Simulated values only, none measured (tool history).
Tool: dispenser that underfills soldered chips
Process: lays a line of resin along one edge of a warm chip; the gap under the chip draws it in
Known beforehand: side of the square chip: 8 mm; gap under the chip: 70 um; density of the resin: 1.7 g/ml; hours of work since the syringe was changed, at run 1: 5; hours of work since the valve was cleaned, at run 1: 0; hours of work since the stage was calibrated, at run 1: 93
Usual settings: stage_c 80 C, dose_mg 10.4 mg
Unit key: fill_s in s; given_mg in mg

| run | hour | stage_c | dose_mg | hours of work since the syringe was changed | hours of work since the valve was cleaned | hours of work since the stage was calibrated | fill_s | given_mg |
|---|---|---|---|---|---|---|---|---|
| 1 | 0.0 | 80 | 10.4 | 5 | 0 | 93 | 35.4 | 10.39 |
|  | 9.1 | new syringe of resin |
| 2 | 9.1 | 80 | 10.4 | 0 | 5 | 99 | 22.6 | 10.21 |
| 3 | 18.3 | 80 | 10.4 | 6 | 11 | 104 | 35.4 | 10.27 |
|  | 26.9 | new syringe of resin |
| 4 | 27.5 | 81 | 10.4 | 0 | 17 | 110 | 22.8 | 10.36 |
| 5 | 32.9 | 81 | 10.4 | 4 | 20 | 113 | 30.3 | 10.27 |
| 6 | 39.7 | 81 | 10.4 | 8 | 24 | 117 | 42.4 | 10.18 |
|  | 44.5 | new syringe of resin |
| 7 | 44.5 | 81 | 10.4 | 0 | 27 | 120 | 22.3 | 10.19 |
| 8 | 53.1 | 81 | 10.4 | 5 | 32 | 125 | 33.5 | 10.02 |
| 9 | 59.3 | 80 | 10.8 | 9 | 36 | 129 | 46.6 | 10.41 |
|  | 62.0 | new syringe of resin |
| 10 | 69.2 | 71 | 10.4 | 4 | 42 | 135 | 42.2 | 9.89 |
| 11 | 78.5 | 71 | 10.4 | 10 | 48 | 141 | 68.3 | 9.94 |
|  | 79.9 | new syringe of resin |
| 12 | 83.3 | 71 | 10.4 | 2 | 50 | 143 | 35.2 | 9.88 |
| 13 | 89.2 | 80 | 11.2 | 6 | 54 | 147 | 35.3 | 10.62 |
| 14 | 95.4 | 80 | 12.2 | 10 | 58 | 151 | 46.8 | 11.45 |
|  | 97.7 | new syringe of resin |
| 15 | 104.8 | 80 | 12.2 | 4 | 63 | 156 | 30.8 | 11.44 |
| 16 | 109.3 | 80 | 12.2 | 7 | 66 | 159 | 38.5 | 11.25 |
| 17 | 114.4 | 80 | 12.2 | 10 | 69 | 162 | 49.1 | 11.42 |
|  | 115.1 | new syringe of resin |
| 18 | 124.1 | 80 | 13.4 | 6 | 75 | 168 | 33.8 | 12.39 |
|  | 130.1 | dispensing valve cleaned and set on the balance |
|  | 133.8 | new syringe of resin |
| 19 | 135.1 | 71 | 12.5 | 1 | 3 | 174 | 29.9 | 12.49 |
| 20 | 142.7 | 79 | 10.6 | 5 | 8 | 179 | 36.0 | 10.54 |
| 21 | 150.2 | 84 | 10.9 | 10 | 12 | 183 | 43.7 | 10.75 |
|  | 151.4 | new syringe of resin |
| 22 | 159.0 | 84 | 10.9 | 5 | 17 | 189 | 29.4 | 10.67 |
| 23 | 164.1 | 84 | 10.9 | 8 | 21 | 192 | 36.5 | 10.65 |
|  | 169.2 | new syringe of resin |
| 24 | 174.3 | 71 | 10.4 | 3 | 27 | 198 | 37.2 | 10.08 |
| 25 | 179.2 | 71 | 10.4 | 6 | 30 | 201 | 48.0 | 10.06 |
|  | 187.1 | new syringe of resin |
| 26 | 188.4 | 73 | 11.0 | 1 | 35 | 206 | 29.1 | 10.65 |
| 27 | 197.0 | 83 | 11.1 | 6 | 40 | 212 | 32.8 | 10.66 |
|  | 205.1 | new syringe of resin |
| 28 | 205.2 | 66 | 11.5 | 0 | 45 | 217 | 34.1 | 11.00 |
| 29 | 209.6 | 66 | 11.5 | 3 | 48 | 219 | 42.1 | 10.92 |
| 30 | 219.1 | 66 | 11.5 | 9 | 54 | 225 | 65.8 | 10.94 |
|  | 223.0 | new syringe of resin |
| 31 | 224.9 | 71 | 13.0 | 1 | 57 | 229 | 31.1 | 12.28 |
| 32 | 230.9 | 85 | 11.6 | 5 | 61 | 232 | 27.4 | 11.09 |

Some steps in fill_s, run to run, broken into two amounts with sign: the step expected even without the hidden condition (settings, incoming material, random variation), and the rest, left for the hidden condition together with whatever gauge scatter is not in both the measured and the hidden-condition-free result:
The hidden state here: resin's viscosity, % of fresh resin's; dose that the valve gives, % of what is set; true chip temperature over the reading, C; drift of the gauge itself on fill_s, %; drift of the gauge itself on given_mg, %.
Run 10 -> 11: settings left as they were, no log entry in between. fill_s +26.1 s: hidden state +25.0, all else +1.1.
Run 11 -> 12: new syringe of resin. fill_s -33.1 s: hidden state -32.5, all else -0.6.
Run 30 -> 31: stage_c 66 -> 71, dose_mg 11.5 -> 13.0, new syringe of resin. fill_s -34.7 s: hidden state -29.4, all else -5.3.
